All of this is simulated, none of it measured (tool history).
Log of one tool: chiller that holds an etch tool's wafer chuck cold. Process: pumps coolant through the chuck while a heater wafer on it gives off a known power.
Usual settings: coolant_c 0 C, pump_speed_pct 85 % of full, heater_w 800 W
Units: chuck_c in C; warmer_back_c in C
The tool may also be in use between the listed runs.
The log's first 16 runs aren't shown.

run	hour	coolant_c	pump_speed_pct	heater_w	hours since the coolant was changed and the channels were flushed	hours since the pump was overhauled	hours since the chiller's thermometer was calibrated	chuck_c	warmer_back_c
17	2146.3	1	85	800	3672	3411	3089	7.5	1.7
18	2304.7	1	85	800	3830	3569	3247	7.4	1.66
19	2499.9	-4	67	504	4025	3764	3442	0.5	1.36
20	2668.1	-3	99	474	4194	3933	3611	0.2	0.85
21	2818.3	2	70	474	4344	4083	3761	6.2	1.23
22	2943.2	0	71	800	4469	4208	3886	7.2	2.08
# hour 2998.4: chiller's thermometer calibrated
23	3113.3	0	71	800	4638	4377	115	7.9	2.03
24	3268.3	0	71	800	4793	4532	270	7.8	2.06
25	3445.5	5	71	800	4970	4709	447	12.9	2.06
26	3590.8	0	89	431	5115	4854	592	3.7	0.87
27	3679.3	-2	72	841	5204	4943	681	6.5	2.15
28	3868.2	0	77	592	5393	5132	870	5.6	1.39
29	3986.6	0	77	592	5511	5250	988	5.6	1.37
30	4166.3	-7	86	721	5691	5430	1168	-0.5	1.52

Forecast run 31:
31	4262.8	-5	93	606	5787	5526	1264	?	?

chuck_c: 0.1 C
warmer_back_c: 1.17 C
Without the tool's hidden state the same run would have given chuck_c -0.4 C, warmer_back_c 1.08 C.

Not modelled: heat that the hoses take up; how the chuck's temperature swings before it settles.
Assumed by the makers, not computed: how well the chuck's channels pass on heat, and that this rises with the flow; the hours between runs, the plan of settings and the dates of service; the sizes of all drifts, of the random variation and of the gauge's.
